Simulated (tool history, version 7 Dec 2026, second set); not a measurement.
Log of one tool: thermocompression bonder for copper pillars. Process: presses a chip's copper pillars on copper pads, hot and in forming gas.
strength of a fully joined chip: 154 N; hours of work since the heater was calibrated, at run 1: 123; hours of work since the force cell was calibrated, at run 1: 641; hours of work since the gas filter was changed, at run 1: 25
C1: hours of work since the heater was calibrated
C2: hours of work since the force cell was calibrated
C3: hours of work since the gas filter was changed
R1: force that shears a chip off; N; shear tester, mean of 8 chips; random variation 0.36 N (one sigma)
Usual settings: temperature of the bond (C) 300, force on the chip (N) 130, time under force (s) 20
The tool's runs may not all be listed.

Run 1, hour 0: usual settings; C1 123; C2 641; C3 25. Result: R1 65.5 N.
Run 2, hour 9.5: usual settings; C1 126; C2 645; C3 29. Result: R1 65.7 N.
Run 3, hour 17.7: usual settings but force on the chip (N) 188; C1 130; C2 648; C3 32. Result: R1 94.9 N.
Run 4, hour 27.4: usual settings; C1 134; C2 652; C3 36. Result: R1 65.9 N.
Run 5, hour 32.8: usual settings; C1 136; C2 655; C3 38. Result: R1 65.4 N.
Run 6, hour 39.4: usual settings; C1 139; C2 657; C3 41. Result: R1 65.5 N.
Run 7, hour 44.1: usual settings; C1 141; C2 659; C3 43. Result: R1 65.3 N.
Run 8, hour 52.8: usual settings; C1 144; C2 663; C3 46. Result: R1 65.8 N.
Run 9, hour 59.7: usual settings; C1 147; C2 666; C3 49. Result: R1 65.7 N.
Run 10, hour 66.9: usual settings; C1 150; C2 669; C3 52. Result: R1 65.7 N.
Run 11, hour 72: usual settings; C1 152; C2 671; C3 54. Result: R1 65.2 N.
Run 12, hour 77.4: usual settings; C1 154; C2 673; C3 56. Result: R1 65.3 N.
Run 13, hour 82.9: usual settings; C1 157; C2 675; C3 59. Result: R1 65.9 N.
Run 14, hour 90.9: usual settings but force on the chip (N) 94; C1 160; C2 678; C3 62. Result: R1 45.1 N.
Run 15, hour 98: usual settings but force on the chip (N) 94; C1 163; C2 681; C3 65. Result: R1 45.7 N.
Run 16, hour 104.7: usual settings but force on the chip (N) 94; C1 166; C2 684; C3 68. Result: R1 45 N.
Run 17, hour 109: usual settings; C1 167; C2 686; C3 69. Result: R1 66.1 N.
Run 18, hour 115.2: usual settings; C1 170; C2 688; C3 72. Result: R1 66.3 N.
Run 19, hour 124.4: usual settings; C1 174; C2 692; C3 76. Result: R1 66.6 N.
Run 20, hour 131.2: usual settings but time under force (s) 44; C1 176; C2 695; C3 79. Result: R1 86.9 N.
Run 21, hour 137.1: usual settings but time under force (s) 22; C1 179; C2 697; C3 81. Result: R1 68.2 N.
Run 22, hour 143.3: usual settings but time under force (s) 23; C1 181; C2 700; C3 84. Result: R1 69.6 N.
Run 23, hour 149.6: usual settings but temperature of the bond (C) 308, force on the chip (N) 112, time under force (s) 41; C1 184; C2 703; C3 86. Result: R1 78.8 N.
Run 24, hour 155.8: usual settings but temperature of the bond (C) 314, force on the chip (N) 84; C1 187; C2 705; C3 89. Result: R1 46.3 N.
Run 25, hour 162.5: usual settings but time under force (s) 31; C1 189; C2 708; C3 91. Result: R1 76.5 N.
Run 26, hour 168.1: usual settings but time under force (s) 31; C1 192; C2 710; C3 94. Result: R1 76.7 N.
Run 27, hour 177.2: usual settings but force on the chip (N) 121, time under force (s) 43; C1 195; C2 714; C3 97. Result: R1 79.6 N.
Run 28, hour 182.6: usual settings but temperature of the bond (C) 293, force on the chip (N) 148, time under force (s) 15; C1 198; C2 716; C3 100. Result: R1 63.1 N.
Run 29, hour 187.1: usual settings but temperature of the bond (C) 293, force on the chip (N) 148, time under force (s) 15; C1 199; C2 718; C3 101. Result: R1 63 N.
Run 30, hour 193.2: usual settings but temperature of the bond (C) 323, force on the chip (N) 131, time under force (s) 42; C1 202; C2 720; C3 104. Result: R1 103.2 N.
Run 31, hour 203.1: usual settings but force on the chip (N) 167; C1 206; C2 725; C3 108. Result: R1 85.6 N.
Run 32, hour 207.6: usual settings but force on the chip (N) 167; C1 208; C2 726; C3 110. Result: R1 84.4 N.
Run 33, hour 216: usual settings but force on the chip (N) 162; C1 211; C2 730; C3 113. Result: R1 82.2 N.
At hour 222.6: force cell calibrated.
Run 34, hour 224.7: usual settings but temperature of the bond (C) 327, force on the chip (N) 176, time under force (s) 60; C1 214; C2 1; C3 116. Result: R1 131.5 N.
Run 35, hour 232.3: usual settings but temperature of the bond (C) 290, force on the chip (N) 176, time under force (s) 13; C1 217; C2 4; C3 119. Result: R1 66 N.
Run 36, hour 238.7: usual settings but temperature of the bond (C) 290, force on the chip (N) 176, time under force (s) 13; C1 220; C2 7; C3 122. Result: R1 66.2 N.
Run 37, hour 248.9: usual settings but temperature of the bond (C) 299, force on the chip (N) 165, time under force (s) 53; C1 224; C2 11; C3 126. Result: R1 107.1 N.
Run 38, hour 259.6: usual settings but temperature of the bond (C) 299, force on the chip (N) 165, time under force (s) 53; C1 229; C2 15; C3 131. Result: R1 105.2 N.
Run 39, hour 265.3: usual settings but temperature of the bond (C) 299, force on the chip (N) 165, time under force (s) 53; C1 231; C2 18; C3 133. Result: R1 105.2 N.
Run 40, hour 272.4: usual settings but time under force (s) 45; C1 234; C2 20; C3 136. Result: R1 82.3 N.

4 ways to go on from here, each from the tool as it stands after run 40. What would each give?
Run A, hour 281.6: usual settings but temperature of the bond (C) 293, force on the chip (N) 168, time under force (s) 37; C1 238; C2 24; C3 140. Result: R1 ?.
Run B, hour 281.6: usual settings but time under force (s) 33; C1 238; C2 24; C3 140. Result: R1 ?.
Run C, hour 281.6: usual settings but temperature of the bond (C) 329, force on the chip (N) 149, time under force (s) 33; C1 238; C2 24; C3 140. Result: R1 ?.
Run D, hour 281.6: usual settings but temperature of the bond (C) 327, force on the chip (N) 161, time under force (s) 31; C1 238; C2 24; C3 140. Result: R1 ?.

run     R1
  A   93.4
  B   74.4
  C  107.3
  D  110.5
Without the tool's hidden state the same runs would have given:
run     R1
  A   93.3
  B   74.1
  C  107.7
  D  110.9
